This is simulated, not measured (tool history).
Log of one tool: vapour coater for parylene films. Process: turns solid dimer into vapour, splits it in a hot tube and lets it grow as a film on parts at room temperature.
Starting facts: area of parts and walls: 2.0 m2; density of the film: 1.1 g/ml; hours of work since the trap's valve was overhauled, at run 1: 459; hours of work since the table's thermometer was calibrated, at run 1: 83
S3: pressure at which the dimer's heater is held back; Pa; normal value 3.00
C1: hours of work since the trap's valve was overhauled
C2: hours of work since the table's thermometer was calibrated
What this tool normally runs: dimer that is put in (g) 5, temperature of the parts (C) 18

run 1 hour=0.0 | dimer_that_is_put_in_(g)=5 temperature_of_the_parts_(C)=18 S3=3.00 | C1=459 C2=83 | thickness_of_the_film_(µm)=1.08
-- hour=40.0 trap's valve overhauled
run 2 hour=53.6 | dimer_that_is_put_in_(g)=5 temperature_of_the_parts_(C)=18 S3=3.00 | C1=7 C2=108 | thickness_of_the_film_(µm)=1.22
run 3 hour=98.8 | dimer_that_is_put_in_(g)=5 temperature_of_the_parts_(C)=21 S3=3.00 | C1=30 C2=131 | thickness_of_the_film_(µm)=1.15
run 4 hour=162.9 | dimer_that_is_put_in_(g)=5 temperature_of_the_parts_(C)=10 S3=3.00 | C1=62 C2=163 | thickness_of_the_film_(µm)=1.40
run 5 hour=196.5 | dimer_that_is_put_in_(g)=5 temperature_of_the_parts_(C)=18 S3=3.00 | C1=79 C2=180 | thickness_of_the_film_(µm)=1.19
run 6 hour=241.6 | dimer_that_is_put_in_(g)=5 temperature_of_the_parts_(C)=18 S3=3.00 | C1=102 C2=203 | thickness_of_the_film_(µm)=1.19
run 7 hour=275.0 | dimer_that_is_put_in_(g)=5 temperature_of_the_parts_(C)=18 S3=3.00 | C1=119 C2=220 | thickness_of_the_film_(µm)=1.18
run 8 hour=344.1 | dimer_that_is_put_in_(g)=5 temperature_of_the_parts_(C)=18 S3=3.00 | C1=154 C2=255 | thickness_of_the_film_(µm)=1.18
run 9 hour=414.4 | dimer_that_is_put_in_(g)=5 temperature_of_the_parts_(C)=19 S3=3.00 | C1=189 C2=290 | thickness_of_the_film_(µm)=1.13
run 10 hour=475.2 | dimer_that_is_put_in_(g)=5 temperature_of_the_parts_(C)=19 S3=3.00 | C1=220 C2=321 | thickness_of_the_film_(µm)=1.13
run 11 hour=539.6 | dimer_that_is_put_in_(g)=5 temperature_of_the_parts_(C)=19 S3=3.00 | C1=253 C2=353 | thickness_of_the_film_(µm)=1.11
run 12 hour=575.8 | dimer_that_is_put_in_(g)=5 temperature_of_the_parts_(C)=21 S3=3.00 | C1=271 C2=372 | thickness_of_the_film_(µm)=1.07
run 13 hour=607.3 | dimer_that_is_put_in_(g)=5 temperature_of_the_parts_(C)=18 S3=3.00 | C1=287 C2=388 | thickness_of_the_film_(µm)=1.11
run 14 hour=669.3 | dimer_that_is_put_in_(g)=5 temperature_of_the_parts_(C)=12 S3=2.54 | C1=318 C2=419 | thickness_of_the_film_(µm)=1.26
run 15 hour=716.3 | dimer_that_is_put_in_(g)=5 temperature_of_the_parts_(C)=15 S3=3.00 | C1=342 C2=443 | thickness_of_the_film_(µm)=1.16
run 16 hour=775.8 | dimer_that_is_put_in_(g)=6 temperature_of_the_parts_(C)=27 S3=4.56 | C1=372 C2=473 | thickness_of_the_film_(µm)=1.03
run 17 hour=832.6 | dimer_that_is_put_in_(g)=2 temperature_of_the_parts_(C)=30 S3=3.98 | C1=401 C2=502 | thickness_of_the_film_(µm)=0.32
run 18 hour=902.5 | dimer_that_is_put_in_(g)=5 temperature_of_the_parts_(C)=18 S3=3.49 | C1=436 C2=537 | thickness_of_the_film_(µm)=1.06
run 19 hour=943.2 | dimer_that_is_put_in_(g)=5 temperature_of_the_parts_(C)=18 S3=3.49 | C1=457 C2=558 | thickness_of_the_film_(µm)=1.04
-- hour=985.7 trap's valve overhauled
run 20 hour=988.8 | dimer_that_is_put_in_(g)=2 temperature_of_the_parts_(C)=22 S3=2.40 | C1=2 C2=579 | thickness_of_the_film_(µm)=0.48
run 21 hour=1040.2 | dimer_that_is_put_in_(g)=3 temperature_of_the_parts_(C)=12 S3=8.79 | C1=28 C2=605 | thickness_of_the_film_(µm)=0.67
run 22 hour=1078.2 | dimer_that_is_put_in_(g)=3 temperature_of_the_parts_(C)=12 S3=8.79 | C1=47 C2=624 | thickness_of_the_film_(µm)=0.67
run 23 hour=1117.0 | dimer_that_is_put_in_(g)=3 temperature_of_the_parts_(C)=12 S3=6.39 | C1=66 C2=643 | thickness_of_the_film_(µm)=0.70
run 24 hour=1156.8 | dimer_that_is_put_in_(g)=4 temperature_of_the_parts_(C)=12 S3=6.39 | C1=87 C2=664 | thickness_of_the_film_(µm)=0.92
run 25 hour=1193.2 | dimer_that_is_put_in_(g)=6 temperature_of_the_parts_(C)=27 S3=2.67 | C1=105 C2=682 | thickness_of_the_film_(µm)=1.24
run 26 hour=1230.4 | dimer_that_is_put_in_(g)=3 temperature_of_the_parts_(C)=27 S3=9.48 | C1=124 C2=701 | thickness_of_the_film_(µm)=0.50

Below are 5 alternative next runs, each starting from the tool's condition after run 26. Predict each:
run A hour=1261.2 | dimer_that_is_put_in_(g)=3 temperature_of_the_parts_(C)=20 S3=2.70 | C1=139 C2=716 | thickness_of_the_film_(µm)=?
run B hour=1261.2 | dimer_that_is_put_in_(g)=5 temperature_of_the_parts_(C)=16 S3=3.00 | C1=139 C2=716 | thickness_of_the_film_(µm)=?
run C hour=1261.2 | dimer_that_is_put_in_(g)=3 temperature_of_the_parts_(C)=27 S3=4.76 | C1=139 C2=716 | thickness_of_the_film_(µm)=?
run D hour=1261.2 | dimer_that_is_put_in_(g)=5 temperature_of_the_parts_(C)=13 S3=8.56 | C1=139 C2=716 | thickness_of_the_film_(µm)=?
run E hour=1261.2 | dimer_that_is_put_in_(g)=6 temperature_of_the_parts_(C)=27 S3=3.30 | C1=139 C2=716 | thickness_of_the_film_(µm)=?

run=A thickness_of_the_film_(µm)=0.71
run=B thickness_of_the_film_(µm)=1.21
run=C thickness_of_the_film_(µm)=0.55
run=D thickness_of_the_film_(µm)=1.05
run=E thickness_of_the_film_(µm)=1.19
Take away the tool's hidden state, keep each run's random variation, and the runs would have read:
run=A thickness_of_the_film_(µm)=0.74
run=B thickness_of_the_film_(µm)=1.27
run=C thickness_of_the_film_(µm)=0.58
run=D thickness_of_the_film_(µm)=1.10
run=E thickness_of_the_film_(µm)=1.25

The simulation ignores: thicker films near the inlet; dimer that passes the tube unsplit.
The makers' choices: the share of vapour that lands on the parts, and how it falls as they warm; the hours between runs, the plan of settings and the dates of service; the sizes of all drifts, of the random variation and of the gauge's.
